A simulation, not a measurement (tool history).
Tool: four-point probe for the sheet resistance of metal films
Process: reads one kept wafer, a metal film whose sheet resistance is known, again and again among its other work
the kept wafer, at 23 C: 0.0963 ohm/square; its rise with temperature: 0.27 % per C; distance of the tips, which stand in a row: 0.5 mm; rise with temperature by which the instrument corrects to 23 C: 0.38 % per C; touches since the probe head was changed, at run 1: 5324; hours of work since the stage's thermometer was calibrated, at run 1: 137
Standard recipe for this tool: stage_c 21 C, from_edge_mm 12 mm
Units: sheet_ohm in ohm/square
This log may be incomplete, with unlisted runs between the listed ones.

run	hour	stage_c	from_edge_mm	touches since the probe head was changed	hours of work since the stage's thermometer was calibrated	sheet_ohm
1	0	21	12	5324	137	0.096621
2	44.2	21	12	8371	172	0.09663
3	81.9	21	12	10969	201	0.096593
4	127	33	12	14081	237	0.095444
5	155.4	33	3	16035	259	0.096759
6	216.3	21	12	20235	307	0.096597
7	257.3	21	12	23058	340	0.096564
8	303.6	21	12	26253	376	0.096574
9	351	21	12	29523	414	0.096577
10	396.6	21	12	32662	449	0.096567
11	456.6	21	12	36799	497	0.096613
12	512.8	21	12	40677	541	0.096578
13	539	21	12	42479	562	0.09662
14	573.2	21	12	44842	589	0.096611
15	603.8	21	12	46948	613	0.096604
16	635.9	21	12	49162	638	0.096608
17	694.8	21	12	53223	685	0.096582
18	740.6	21	12	56377	721	0.09662
19	766	21	12	58133	741	0.096578
20	810.6	21	19	61203	776	0.096565
21	839	21	19	63164	798	0.096533
22	878.1	21	19	65858	829	0.09656
23	904.8	22	5	67698	850	0.096927
24	947.2	20	12	70619	884	0.096718
25	1003.4	20	18	74497	928	0.096666
26	1040.9	20	4	77078	958	0.097443
27	1069.9	20	4	79081	980	0.097434
28	1128.6	25	6	83125	1027	0.096464
29	1178.7	21	6	86582	1066	0.096881
30	1226.4	21	6	89868	1104	0.096877
31	1256	22	12	91910	1127	0.096502
# hour 1265.9: new probe head fitted
32	1295.2	23	21	2018	1157	0.096344
33	1338.4	30	44	4999	1191	0.095631
34	1387.1	21	12	8355	1230	0.096619
35	1448.8	24	20	12612	1278	0.096243
36	1499.4	18	11	16100	1318	0.096907
37	1535.6	23	4	18590	1347	0.097118
38	1589.9	21	3	22336	1390	0.097913
39	1638.4	31	18	25678	1428	0.095597
40	1693.5	24	12	29480	1471	0.096305
41	1751.5	24	12	33479	1517	0.096254
42	1797.7	21	11	36661	1554	0.096599
43	1835.5	21	11	39265	1583	0.096621
# hour 1853.2: stage's thermometer calibrated
44	1865.4	21	10	41296	10	0.096651

Branching from run 44: 3 alternative next runs. What would each branch give?
A	1906.1	20	35	44100	42	?
B	1906.1	22	10	44100	42	?
C	1906.1	26	72	44100	42	?

run	sheet_ohm
A	0.096627
B	0.096536
C	0.096013
What these runs would have given with no unlogged condition in the tool:
run	sheet_ohm
A	0.096619
B	0.096528
C	0.096005
